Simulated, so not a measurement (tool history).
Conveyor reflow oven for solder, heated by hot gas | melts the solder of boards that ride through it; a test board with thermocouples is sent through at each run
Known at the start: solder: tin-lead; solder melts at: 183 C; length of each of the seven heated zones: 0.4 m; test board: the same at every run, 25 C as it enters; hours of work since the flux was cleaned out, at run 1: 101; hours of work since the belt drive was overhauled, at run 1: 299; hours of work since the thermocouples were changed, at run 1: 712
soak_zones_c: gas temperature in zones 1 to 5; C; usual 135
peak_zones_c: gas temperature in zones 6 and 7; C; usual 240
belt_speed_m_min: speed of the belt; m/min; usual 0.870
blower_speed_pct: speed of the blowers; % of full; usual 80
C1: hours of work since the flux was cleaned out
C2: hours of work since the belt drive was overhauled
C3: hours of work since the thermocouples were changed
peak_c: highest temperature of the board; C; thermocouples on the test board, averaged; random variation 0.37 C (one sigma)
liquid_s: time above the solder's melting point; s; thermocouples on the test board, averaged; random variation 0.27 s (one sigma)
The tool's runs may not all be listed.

{"run": 1, "hour": 0.0, "soak_zones_c": 135, "peak_zones_c": 240, "belt_speed_m_min": 0.87, "blower_speed_pct": 80, "C1": 101, "C2": 299, "C3": 712, "peak_c": 225.5, "liquid_s": 45.0}
{"run": 2, "hour": 88.2, "soak_zones_c": 135, "peak_zones_c": 240, "belt_speed_m_min": 0.87, "blower_speed_pct": 80, "C1": 169, "C2": 367, "C3": 780, "peak_c": 224.9, "liquid_s": 45.1}
{"run": 3, "hour": 160.8, "soak_zones_c": 129, "peak_zones_c": 240, "belt_speed_m_min": 0.87, "blower_speed_pct": 80, "C1": 225, "C2": 423, "C3": 836, "peak_c": 224.1, "liquid_s": 43.4}
{"run": 4, "hour": 236.8, "soak_zones_c": 129, "peak_zones_c": 240, "belt_speed_m_min": 0.87, "blower_speed_pct": 80, "C1": 284, "C2": 482, "C3": 895, "peak_c": 224.7, "liquid_s": 43.3}
{"run": 5, "hour": 314.5, "soak_zones_c": 135, "peak_zones_c": 240, "belt_speed_m_min": 0.87, "blower_speed_pct": 80, "C1": 344, "C2": 542, "C3": 955, "peak_c": 225.8, "liquid_s": 45.0}
{"run": 6, "hour": 402.4, "soak_zones_c": 127, "peak_zones_c": 240, "belt_speed_m_min": 0.87, "blower_speed_pct": 80, "C1": 412, "C2": 610, "C3": 1023, "peak_c": 223.5, "liquid_s": 42.6}
{"hour": 427.7, "done": "flux residue cleaned out of gas plates and filters"}
{"run": 7, "hour": 468.4, "soak_zones_c": 127, "peak_zones_c": 240, "belt_speed_m_min": 0.87, "blower_speed_pct": 80, "C1": 31, "C2": 657, "C3": 1070, "peak_c": 222.3, "liquid_s": 41.6}
{"run": 8, "hour": 521.0, "soak_zones_c": 127, "peak_zones_c": 240, "belt_speed_m_min": 0.87, "blower_speed_pct": 80, "C1": 72, "C2": 697, "C3": 1110, "peak_c": 222.1, "liquid_s": 42.0}
{"run": 9, "hour": 603.5, "soak_zones_c": 127, "peak_zones_c": 240, "belt_speed_m_min": 0.87, "blower_speed_pct": 80, "C1": 136, "C2": 761, "C3": 1174, "peak_c": 222.6, "liquid_s": 41.6}
{"run": 10, "hour": 693.7, "soak_zones_c": 127, "peak_zones_c": 240, "belt_speed_m_min": 0.87, "blower_speed_pct": 80, "C1": 205, "C2": 831, "C3": 1244, "peak_c": 222.1, "liquid_s": 41.7}
{"run": 11, "hour": 775.6, "soak_zones_c": 127, "peak_zones_c": 240, "belt_speed_m_min": 0.87, "blower_speed_pct": 80, "C1": 269, "C2": 894, "C3": 1307, "peak_c": 222.2, "liquid_s": 41.6}
{"hour": 817.0, "done": "thermocouples of zones 6 and 7 changed"}
{"run": 12, "hour": 832.7, "soak_zones_c": 127, "peak_zones_c": 240, "belt_speed_m_min": 0.87, "blower_speed_pct": 80, "C1": 311, "C2": 937, "C3": 12, "peak_c": 217.6, "liquid_s": 39.4}
{"run": 13, "hour": 889.5, "soak_zones_c": 135, "peak_zones_c": 240, "belt_speed_m_min": 0.87, "blower_speed_pct": 61, "C1": 355, "C2": 980, "C3": 56, "peak_c": 214.4, "liquid_s": 38.3}
{"hour": 939.2, "done": "belt drive overhauled, speed set with a stopwatch"}
{"run": 14, "hour": 939.2, "soak_zones_c": 135, "peak_zones_c": 240, "belt_speed_m_min": 0.87, "blower_speed_pct": 80, "C1": 390, "C2": 0, "C3": 91, "peak_c": 217.8, "liquid_s": 41.0}
{"hour": 950.8, "done": "flux residue cleaned out of gas plates and filters, once more"}
{"run": 15, "hour": 997.2, "soak_zones_c": 135, "peak_zones_c": 240, "belt_speed_m_min": 0.959, "blower_speed_pct": 80, "C1": 36, "C2": 41, "C3": 132, "peak_c": 220.4, "liquid_s": 38.0}
{"run": 16, "hour": 1077.5, "soak_zones_c": 139, "peak_zones_c": 237, "belt_speed_m_min": 0.87, "blower_speed_pct": 80, "C1": 98, "C2": 103, "C3": 194, "peak_c": 221.4, "liquid_s": 44.0}
{"run": 17, "hour": 1140.2, "soak_zones_c": 135, "peak_zones_c": 229, "belt_speed_m_min": 0.87, "blower_speed_pct": 80, "C1": 146, "C2": 151, "C3": 243, "peak_c": 213.4, "liquid_s": 39.0}
{"run": 18, "hour": 1190.6, "soak_zones_c": 144, "peak_zones_c": 240, "belt_speed_m_min": 0.87, "blower_speed_pct": 80, "C1": 185, "C2": 190, "C3": 282, "peak_c": 224.7, "liquid_s": 47.0}
{"run": 19, "hour": 1230.4, "soak_zones_c": 144, "peak_zones_c": 240, "belt_speed_m_min": 0.87, "blower_speed_pct": 80, "C1": 216, "C2": 221, "C3": 312, "peak_c": 224.7, "liquid_s": 47.0}
{"run": 20, "hour": 1297.5, "soak_zones_c": 144, "peak_zones_c": 240, "belt_speed_m_min": 0.87, "blower_speed_pct": 80, "C1": 268, "C2": 273, "C3": 364, "peak_c": 224.6, "liquid_s": 47.2}
{"run": 21, "hour": 1375.6, "soak_zones_c": 141, "peak_zones_c": 240, "belt_speed_m_min": 0.944, "blower_speed_pct": 80, "C1": 328, "C2": 333, "C3": 425, "peak_c": 222.2, "liquid_s": 40.6}
{"run": 22, "hour": 1462.4, "soak_zones_c": 135, "peak_zones_c": 236, "belt_speed_m_min": 0.87, "blower_speed_pct": 52, "C1": 395, "C2": 400, "C3": 492, "peak_c": 210.6, "liquid_s": 35.6}
{"hour": 1509.6, "done": "flux residue cleaned out of gas plates and filters"}
{"run": 23, "hour": 1515.9, "soak_zones_c": 135, "peak_zones_c": 236, "belt_speed_m_min": 0.87, "blower_speed_pct": 52, "C1": 5, "C2": 438, "C3": 529, "peak_c": 212.6, "liquid_s": 37.0}
{"run": 24, "hour": 1593.3, "soak_zones_c": 126, "peak_zones_c": 246, "belt_speed_m_min": 0.839, "blower_speed_pct": 55, "C1": 65, "C2": 497, "C3": 589, "peak_c": 221.3, "liquid_s": 42.0}
{"run": 25, "hour": 1665.6, "soak_zones_c": 135, "peak_zones_c": 243, "belt_speed_m_min": 0.713, "blower_speed_pct": 80, "C1": 120, "C2": 553, "C3": 645, "peak_c": 234.5, "liquid_s": 59.5}
{"run": 26, "hour": 1716.0, "soak_zones_c": 135, "peak_zones_c": 243, "belt_speed_m_min": 0.713, "blower_speed_pct": 80, "C1": 159, "C2": 592, "C3": 684, "peak_c": 234.1, "liquid_s": 59.9}
{"run": 27, "hour": 1804.8, "soak_zones_c": 135, "peak_zones_c": 243, "belt_speed_m_min": 0.713, "blower_speed_pct": 80, "C1": 228, "C2": 661, "C3": 752, "peak_c": 234.6, "liquid_s": 60.5}
{"run": 28, "hour": 1877.6, "soak_zones_c": 135, "peak_zones_c": 243, "belt_speed_m_min": 0.713, "blower_speed_pct": 80, "C1": 284, "C2": 717, "C3": 808, "peak_c": 233.9, "liquid_s": 59.8}
{"run": 29, "hour": 1927.7, "soak_zones_c": 129, "peak_zones_c": 240, "belt_speed_m_min": 0.87, "blower_speed_pct": 65, "C1": 323, "C2": 756, "C3": 847, "peak_c": 218.8, "liquid_s": 41.0}

Hidden state or all else? Some run-to-run changes of peak_c, split into what the settings, what came in and random variation would give without the hidden state, and what is left for the hidden state (with any gauge scatter that isn't in both results):
The hidden state here: heat that the gas passes to the board, % of a clean oven's; belt's true speed, % of the reading; true gas temperature in zones 6 and 7 over the reading, C; drift of the gauge itself on peak_c, C; drift of the gauge itself on liquid_s, %.
Run 11 -> 12: thermocouples of zones 6 and 7 changed. peak_c -4.6 C: hidden state -4.1, all else -0.5.
Run 14 -> 15: belt_speed_m_min 0.870 -> 0.959, flux residue cleaned out of gas plates and filters, once more. peak_c +2.6 C: hidden state +5.2, all else -2.6.
Run 24 -> 25: soak_zones_c 126 -> 135, peak_zones_c 246 -> 243, belt_speed_m_min 0.839 -> 0.713, blower_speed_pct 55 -> 80. peak_c +13.2 C: hidden state +0.1, all else +13.1.
Run 28 -> 29: soak_zones_c 135 -> 129, peak_zones_c 243 -> 240, belt_speed_m_min 0.713 -> 0.870, blower_speed_pct 80 -> 65. peak_c -15.1 C: hidden state -0.4, all else -14.7.

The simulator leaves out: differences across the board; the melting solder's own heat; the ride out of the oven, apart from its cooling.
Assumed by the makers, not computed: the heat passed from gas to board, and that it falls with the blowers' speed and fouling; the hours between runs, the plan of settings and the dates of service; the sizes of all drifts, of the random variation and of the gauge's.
